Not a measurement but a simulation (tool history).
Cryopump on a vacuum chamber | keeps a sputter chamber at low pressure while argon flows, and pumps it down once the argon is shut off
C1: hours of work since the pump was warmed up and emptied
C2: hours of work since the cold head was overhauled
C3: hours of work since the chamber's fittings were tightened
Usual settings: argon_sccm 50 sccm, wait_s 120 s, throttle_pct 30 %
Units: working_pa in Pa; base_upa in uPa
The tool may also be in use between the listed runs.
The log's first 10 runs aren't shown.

run 11 hour=304.3 | argon_sccm=52 wait_s=120 throttle_pct=30 | C1=367 C2=1458 C3=1772 | working_pa=0.2426 base_upa=2.6
run 12 hour=331.5 | argon_sccm=86 wait_s=120 throttle_pct=30 | C1=387 C2=1478 C3=1792 | working_pa=0.4022 base_upa=2.62
run 13 hour=351.8 | argon_sccm=86 wait_s=120 throttle_pct=30 | C1=402 C2=1493 C3=1807 | working_pa=0.4047 base_upa=2.58
run 14 hour=385.8 | argon_sccm=86 wait_s=120 throttle_pct=30 | C1=426 C2=1517 C3=1831 | working_pa=0.4037 base_upa=2.75
run 15 hour=407.8 | argon_sccm=86 wait_s=120 throttle_pct=30 | C1=443 C2=1534 C3=1848 | working_pa=0.405 base_upa=2.76
run 16 hour=451.8 | argon_sccm=86 wait_s=120 throttle_pct=30 | C1=475 C2=1566 C3=1880 | working_pa=0.4094 base_upa=2.77
-- hour=497.6 pump warmed up, emptied and cooled again
run 17 hour=499.4 | argon_sccm=86 wait_s=120 throttle_pct=30 | C1=1 C2=1597 C3=1911 | working_pa=0.3809 base_upa=2.32
run 18 hour=522.5 | argon_sccm=27 wait_s=120 throttle_pct=43 | C1=18 C2=1614 C3=1928 | working_pa=0.0846 base_upa=2.45
run 19 hour=542.3 | argon_sccm=37 wait_s=42 throttle_pct=17 | C1=33 C2=1628 C3=1942 | working_pa=0.2908 base_upa=3.01
run 20 hour=562.1 | argon_sccm=73 wait_s=61 throttle_pct=30 | C1=47 C2=1643 C3=1957 | working_pa=0.3252 base_upa=2.87
run 21 hour=585.4 | argon_sccm=86 wait_s=67 throttle_pct=52 | C1=64 C2=1660 C3=1974 | working_pa=0.2234 base_upa=2.75
run 22 hour=605.7 | argon_sccm=50 wait_s=87 throttle_pct=23 | C1=79 C2=1675 C3=1989 | working_pa=0.2912 base_upa=2.68
run 23 hour=648.7 | argon_sccm=50 wait_s=87 throttle_pct=23 | C1=111 C2=1706 C3=2020 | working_pa=0.2915 base_upa=2.71
run 24 hour=671 | argon_sccm=60 wait_s=120 throttle_pct=22 | C1=127 C2=1723 C3=2037 | working_pa=0.3681 base_upa=2.62
run 25 hour=695.6 | argon_sccm=60 wait_s=26 throttle_pct=21 | C1=145 C2=1741 C3=2055 | working_pa=0.3876 base_upa=3.86
run 26 hour=724.5 | argon_sccm=60 wait_s=26 throttle_pct=21 | C1=166 C2=1762 C3=2076 | working_pa=0.3864 base_upa=3.88
run 27 hour=761.4 | argon_sccm=61 wait_s=120 throttle_pct=20 | C1=193 C2=1789 C3=2103 | working_pa=0.4136 base_upa=2.7
run 28 hour=797.8 | argon_sccm=61 wait_s=120 throttle_pct=20 | C1=220 C2=1816 C3=2130 | working_pa=0.412 base_upa=2.75
run 29 hour=837 | argon_sccm=64 wait_s=96 throttle_pct=20 | C1=249 C2=1845 C3=2159 | working_pa=0.4336 base_upa=2.9
run 30 hour=866.5 | argon_sccm=44 wait_s=87 throttle_pct=21 | C1=270 C2=1866 C3=2180 | working_pa=0.2866 base_upa=3.04

Run 31 comes next. What will it give?
run 31 hour=897.3 | argon_sccm=44 wait_s=30 throttle_pct=26 | C1=293 C2=1889 C3=2203 | working_pa=? base_upa=?

{"run 31": {"working_pa": 0.2337, "base_upa": 3.91}}
Without the tool's hidden state the same run would have given working_pa 0.2254 Pa, base_upa 1.55 uPa.

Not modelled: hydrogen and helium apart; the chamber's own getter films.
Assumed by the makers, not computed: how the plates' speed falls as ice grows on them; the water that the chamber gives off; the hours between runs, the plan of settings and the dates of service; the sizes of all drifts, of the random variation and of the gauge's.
